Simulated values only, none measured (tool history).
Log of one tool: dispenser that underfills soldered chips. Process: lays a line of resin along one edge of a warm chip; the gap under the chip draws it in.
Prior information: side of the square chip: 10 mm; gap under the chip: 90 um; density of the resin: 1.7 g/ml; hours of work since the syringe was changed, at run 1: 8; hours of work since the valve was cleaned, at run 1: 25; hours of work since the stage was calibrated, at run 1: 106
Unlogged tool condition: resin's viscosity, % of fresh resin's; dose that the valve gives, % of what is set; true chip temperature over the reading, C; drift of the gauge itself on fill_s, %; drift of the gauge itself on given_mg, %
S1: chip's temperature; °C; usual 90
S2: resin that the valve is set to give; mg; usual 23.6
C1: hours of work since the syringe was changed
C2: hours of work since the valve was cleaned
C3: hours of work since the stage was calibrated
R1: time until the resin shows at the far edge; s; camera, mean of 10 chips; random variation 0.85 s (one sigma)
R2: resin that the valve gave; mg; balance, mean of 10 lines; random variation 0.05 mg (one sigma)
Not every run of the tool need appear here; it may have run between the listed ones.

run,hour,S1,S2,C1,C2,C3,R1,R2
1,0,90,23.6,8,25,106,108.5,23.35
# hour 3.6: new syringe of resin
2,6.9,90,23.6,2,30,111,83.6,23.43
3,11.1,90,23.6,5,33,114,94.5,23.29
4,15.5,90,23.6,8,36,117,102.5,23.17
# hour 19: new syringe of resin
5,21,90,23.6,1,39,120,83.2,23.28
6,25.1,90,23.6,4,42,123,92,23.25
7,29.4,90,23.6,7,45,126,100.9,23.17
# hour 34.4: new syringe of resin
8,36,90,23.6,1,49,130,80.4,23.15
9,39.4,98,24.7,3,51,132,59.6,24.21
10,43,98,24.7,6,54,135,65,24.17
# hour 49.7: new syringe of resin
11,50,99,26.3,0,58,139,49.5,25.77
12,56.6,99,26.3,5,63,144,61.7,25.64
13,62.4,92,28.5,8,67,147,95.9,27.84
# hour 65: new syringe of resin
14,65.4,92,28.5,0,68,149,70.6,27.67
15,69.9,104,27.4,3,71,152,44.4,26.67
16,73.6,104,21.8,6,74,155,51.8,21.12

5 ways to go on from here, each from the tool as it stands after run 16. What would each give?
# hour 80.5: new syringe of resin
A,80.5,79,23.6,0,78,159,?,?
# hour 80.5: new syringe of resin
B,80.5,84,21.8,0,78,159,?,?
# hour 80.5: new syringe of resin
C,80.5,84,23.6,0,78,159,?,?
# hour 80.5: new syringe of resin
D,80.5,83,22.4,0,78,159,?,?
# hour 80.5: new syringe of resin
E,80.5,92,25.7,0,78,159,?,?

run,R1,R2
A,136.6,22.89
B,106.6,21.14
C,103.7,22.81
D,112.7,21.67
E,70.2,24.94
With no hidden state in the tool, these same runs would have given:
run,R1,R2
A,141,23.63
B,109.7,21.82
C,106.9,23.55
D,116.1,22.36
E,72.4,25.75
